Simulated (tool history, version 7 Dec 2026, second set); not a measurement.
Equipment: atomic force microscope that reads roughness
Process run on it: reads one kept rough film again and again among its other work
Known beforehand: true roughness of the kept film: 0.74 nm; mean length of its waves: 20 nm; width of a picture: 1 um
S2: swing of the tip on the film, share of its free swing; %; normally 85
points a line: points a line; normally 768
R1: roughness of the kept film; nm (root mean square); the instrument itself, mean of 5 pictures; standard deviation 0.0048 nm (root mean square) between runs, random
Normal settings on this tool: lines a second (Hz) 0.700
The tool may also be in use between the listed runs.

run 1 hour=0.0 | lines_a_second_(Hz)=0.700 S2=85 points_a_line=768 | R1=0.634
run 2 hour=12.1 | lines_a_second_(Hz)=0.700 S2=85 points_a_line=768 | R1=0.628
run 3 hour=35.7 | lines_a_second_(Hz)=0.700 S2=85 points_a_line=768 | R1=0.615
-- hour=44.8 new tip fitted
run 4 hour=47.2 | lines_a_second_(Hz)=0.700 S2=85 points_a_line=768 | R1=0.662
run 5 hour=72.7 | lines_a_second_(Hz)=0.700 S2=85 points_a_line=768 | R1=0.655
run 6 hour=91.1 | lines_a_second_(Hz)=0.700 S2=85 points_a_line=768 | R1=0.644
run 7 hour=102.6 | lines_a_second_(Hz)=0.700 S2=85 points_a_line=768 | R1=0.642
run 8 hour=128.5 | lines_a_second_(Hz)=0.700 S2=82 points_a_line=382 | R1=0.623
run 9 hour=154.3 | lines_a_second_(Hz)=2.871 S2=75 points_a_line=315 | R1=0.552
-- hour=170.1 new tip fitted
run 10 hour=170.1 | lines_a_second_(Hz)=0.700 S2=84 points_a_line=768 | R1=0.668
-- hour=173.2 height scale calibrated on a step standard
run 11 hour=188.3 | lines_a_second_(Hz)=0.700 S2=84 points_a_line=768 | R1=0.655
run 12 hour=210.0 | lines_a_second_(Hz)=0.700 S2=84 points_a_line=768 | R1=0.652
run 13 hour=231.1 | lines_a_second_(Hz)=0.700 S2=84 points_a_line=768 | R1=0.632
run 14 hour=247.3 | lines_a_second_(Hz)=0.700 S2=65 points_a_line=590 | R1=0.657

4 ways to go on from here, each from the tool as it stands after run 14. What would each give?
run A hour=267.3 | lines_a_second_(Hz)=3.390 S2=82 points_a_line=768 | R1=?
run B hour=267.3 | lines_a_second_(Hz)=2.592 S2=59 points_a_line=991 | R1=?
run C hour=267.3 | lines_a_second_(Hz)=1.623 S2=83 points_a_line=474 | R1=?
run D hour=267.3 | lines_a_second_(Hz)=1.606 S2=55 points_a_line=561 | R1=?

run=A R1=0.514
run=B R1=0.634
run=C R1=0.572
run=D R1=0.632
With the hidden condition removed and each run's random variation left untouched, the same runs would have given:
run=A R1=0.547
run=B R1=0.675
run=C R1=0.609
run=D R1=0.673
